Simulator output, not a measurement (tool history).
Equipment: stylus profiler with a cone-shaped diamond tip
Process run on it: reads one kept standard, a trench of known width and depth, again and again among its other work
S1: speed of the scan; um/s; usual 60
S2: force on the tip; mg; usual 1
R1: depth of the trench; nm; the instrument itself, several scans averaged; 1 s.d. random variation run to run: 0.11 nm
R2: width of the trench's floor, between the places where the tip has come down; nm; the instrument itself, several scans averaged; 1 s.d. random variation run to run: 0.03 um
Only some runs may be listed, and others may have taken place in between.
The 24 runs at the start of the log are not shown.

{"run": 25, "day": 27.067, "S1": 165, "S2": 0.57, "R1": 200.92, "R2": 45790}
{"run": 26, "day": 28.375, "S1": 107, "S2": 2.44, "R1": 202.6, "R2": 46480}
{"run": 27, "day": 29.629, "S1": 107, "S2": 2.44, "R1": 202.53, "R2": 46510}
{"run": 28, "day": 31.038, "S1": 33, "S2": 0.43, "R1": 200.94, "R2": 46530}
{"run": 29, "day": 32.171, "S1": 36, "S2": 2.35, "R1": 202.52, "R2": 46680}
{"run": 30, "day": 32.967, "S1": 36, "S2": 2.35, "R1": 202.51, "R2": 46640}
{"run": 31, "day": 34.358, "S1": 118, "S2": 2.35, "R1": 202.54, "R2": 46380}
{"run": 32, "day": 35.471, "S1": 22, "S2": 0.51, "R1": 200.75, "R2": 46580}
{"run": 33, "day": 36.654, "S1": 22, "S2": 0.51, "R1": 201, "R2": 46550}
{"run": 34, "day": 37.888, "S1": 173, "S2": 2.45, "R1": 202.55, "R2": 46210}
{"run": 35, "day": 38.75, "S1": 112, "S2": 2.45, "R1": 202.7, "R2": 46350}
{"run": 36, "day": 40.183, "S1": 38, "S2": 0.44, "R1": 200.98, "R2": 46410}
{"run": 37, "day": 41.3, "S1": 38, "S2": 0.44, "R1": 200.83, "R2": 46420}
{"run": 38, "day": 42.621, "S1": 38, "S2": 0.44, "R1": 200.91, "R2": 46380}
{"run": 39, "day": 43.733, "S1": 60, "S2": 2.3, "R1": 202.48, "R2": 46410}
{"run": 40, "day": 45.062, "S1": 60, "S2": 2.3, "R1": 202.38, "R2": 46340}
{"run": 41, "day": 45.721, "S1": 41, "S2": 1.51, "R1": 201.96, "R2": 46470}
{"run": 42, "day": 46.646, "S1": 167, "S2": 0.71, "R1": 201.14, "R2": 45640}
{"run": 43, "day": 48.117, "S1": 20, "S2": 0.71, "R1": 201.41, "R2": 46460}
{"run": 44, "day": 49.425, "S1": 20, "S2": 0.71, "R1": 201.35, "R2": 46470}
{"run": 45, "day": 50.425, "S1": 198, "S2": 0.83, "R1": 201.41, "R2": 45520}

Each row is a separate what-if for the run after 45, all from the same tool condition, not one after another. Results?
{"run": "A", "day": 51.725, "S1": 60, "S2": 0.36, "R1": "?", "R2": "?"}
{"run": "B", "day": 51.725, "S1": 19, "S2": 1, "R1": "?", "R2": "?"}
{"run": "C", "day": 51.725, "S1": 146, "S2": 0.91, "R1": "?", "R2": "?"}
{"run": "D", "day": 51.725, "S1": 26, "S2": 0.61, "R1": "?", "R2": "?"}
{"run": "E", "day": 51.725, "S1": 198, "S2": 1.19, "R1": "?", "R2": "?"}

run=A R1=200.84 R2=46100
run=B R1=201.62 R2=46460
run=C R1=201.39 R2=45770
run=D R1=201.23 R2=46440
run=E R1=201.78 R2=45670
Take away the tool's hidden state, keep each run's random variation, and the runs would have read:
run=A R1=200.65 R2=46750
run=B R1=201.43 R2=47110
run=C R1=201.2 R2=46420
run=D R1=201.04 R2=47090
run=E R1=201.58 R2=46320
